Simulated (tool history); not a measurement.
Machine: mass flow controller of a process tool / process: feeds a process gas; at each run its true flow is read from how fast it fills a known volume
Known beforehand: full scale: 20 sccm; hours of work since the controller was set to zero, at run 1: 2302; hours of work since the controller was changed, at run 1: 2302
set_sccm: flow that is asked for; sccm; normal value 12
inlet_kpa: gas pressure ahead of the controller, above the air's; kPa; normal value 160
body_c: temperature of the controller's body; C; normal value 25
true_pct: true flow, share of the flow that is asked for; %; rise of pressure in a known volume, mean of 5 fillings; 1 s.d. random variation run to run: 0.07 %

run,hour,set_sccm,inlet_kpa,body_c,hours of work since the controller was set to zero,hours of work since the controller was changed,true_pct
1,0.0,12,160,25,2302,2302,100.08
2,140.9,12,160,25,2372,2372,100.30
3,395.0,12,160,23,2498,2498,100.10
4,521.4,12,160,23,2561,2561,100.10
5,696.1,12,160,23,2648,2648,100.02
6,898.6,12,160,23,2748,2748,100.24
7,1079.6,12,160,23,2838,2838,100.16
8,1343.1,19,160,23,2969,2969,100.60
9,1592.9,19,160,23,3093,3093,100.60
10,1733.0,19,160,23,3162,3162,100.56
11,1885.7,12,211,25,3238,3238,100.90
12,2122.5,12,211,25,3356,3356,100.92
13,2366.5,12,211,25,3477,3477,101.05
14,2522.2,12,160,22,3554,3554,100.41
15,2663.1,12,160,22,3624,3624,100.46
16,2837.3,12,160,30,3711,3711,101.28
17,2960.3,12,233,25,3772,3772,101.42
18,3197.2,12,233,25,3889,3889,101.23
19,3323.7,12,160,35,3952,3952,101.87
20,3449.3,12,197,25,4015,4015,101.26
21,3582.5,12,197,25,4081,4081,101.19
22,3707.6,12,197,25,4143,4143,101.25
# hour 3721.5: controller's zero set anew
23,3975.5,12,197,25,126,4276,101.79
24,4254.4,12,160,25,265,4414,101.56
# hour 4403.8: controller's zero set anew, once more
25,4413.0,6,178,25,5,4493,100.05
26,4668.7,6,178,25,132,4620,100.22
27,4834.4,4,142,25,214,4702,99.88
28,5029.6,2,142,22,311,4799,99.83
29,5194.5,2,142,22,393,4881,100.04
30,5316.8,18,142,21,453,4941,100.62
31,5496.4,18,142,21,542,5031,100.56
32,5658.5,18,268,21,623,5111,101.47
33,5853.5,13,183,27,720,5208,101.06
34,6108.7,19,186,36,846,5335,102.72
35,6249.2,11,160,23,916,5404,100.58
36,6481.0,11,160,23,1031,5519,100.71
37,6725.8,11,160,23,1153,5641,100.74
38,6849.6,6,175,23,1214,5702,100.79
39,6999.1,6,175,23,1289,5777,100.70
40,7218.2,4,175,23,1397,5885,100.83
41,7495.9,4,175,23,1535,6023,101.03
# hour 7524.4: controller exchanged for a calibrated one
42,7714.0,11,265,23,94,94,99.48
43,7837.9,12,160,26,156,156,99.29
44,7980.2,12,160,26,226,226,99.28
45,8172.3,4,156,27,322,322,99.01
46,8323.1,12,151,31,397,397,99.83
47,8436.6,12,267,32,453,453,100.61

Below are 3 alternative next runs, each starting from the tool's condition after run 47. Predict each:
A,8636.9,12,157,25,552,552,?
B,8636.9,12,239,24,552,552,?
C,8636.9,19,171,36,552,552,?

run,true_pct
A,99.36
B,99.62
C,101.02
Stripped of hidden state, with their random variation kept, the same runs would have yielded:
run,true_pct
A,99.16
B,99.42
C,100.86
